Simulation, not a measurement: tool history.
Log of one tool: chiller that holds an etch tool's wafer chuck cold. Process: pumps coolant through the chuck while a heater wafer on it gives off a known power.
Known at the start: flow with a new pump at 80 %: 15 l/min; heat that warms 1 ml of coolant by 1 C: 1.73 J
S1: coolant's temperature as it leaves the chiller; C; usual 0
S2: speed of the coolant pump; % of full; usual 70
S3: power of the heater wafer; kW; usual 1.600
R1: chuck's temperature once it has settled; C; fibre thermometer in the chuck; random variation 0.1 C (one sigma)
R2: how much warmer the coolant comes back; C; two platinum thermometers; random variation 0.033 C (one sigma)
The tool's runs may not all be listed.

run,hour,S1,S2,S3,R1,R2
1,0.0,0,70,1.600,11.0,4.28
2,105.5,0,70,1.600,10.8,4.30
3,267.3,0,70,1.600,11.0,4.32
4,417.0,0,70,1.005,7.1,2.72
5,567.9,0,70,1.005,7.1,2.72
6,693.5,0,82,1.600,10.2,3.70
7,859.8,0,70,1.600,11.3,4.36
8,933.8,0,70,1.600,11.4,4.35
9,1034.7,0,70,1.600,11.4,4.38
10,1199.0,1,70,1.600,12.8,4.42
11,1334.9,1,70,1.600,12.7,4.42
12,1458.8,0,70,1.600,11.6,4.42
13,1568.3,0,70,1.600,11.7,4.48
14,1663.2,0,70,1.600,11.7,4.46
15,1820.9,4,70,1.600,15.7,4.42
16,1973.7,0,70,1.549,11.8,4.37
17,2097.9,0,70,1.549,11.6,4.30
18,2168.5,0,70,1.549,11.7,4.32
19,2278.2,-5,63,0.855,1.8,2.72
20,2437.2,-5,72,1.120,3.5,3.09
21,2602.0,8,70,0.810,14.6,2.33
22,2677.2,0,65,1.600,13.0,4.90
23,2841.5,4,65,1.600,17.0,4.84
24,2922.0,4,70,2.245,21.4,6.40
# hour 3063.9: coolant changed, channels flushed
25,3071.5,9,70,1.945,22.4,5.59
26,3246.7,-6,70,1.270,2.7,3.62
27,3420.6,-6,70,2.358,10.2,6.73
28,3593.3,-4,70,2.067,10.4,5.96

The next listed run, before its measurement:
29,3715.7,7,84,2.112,?,?

Run 29 gave R1 20.3 C, R2 5.11 C.
Without the tool's hidden state the same run would have given R1 19.0 C, R2 4.63 C.
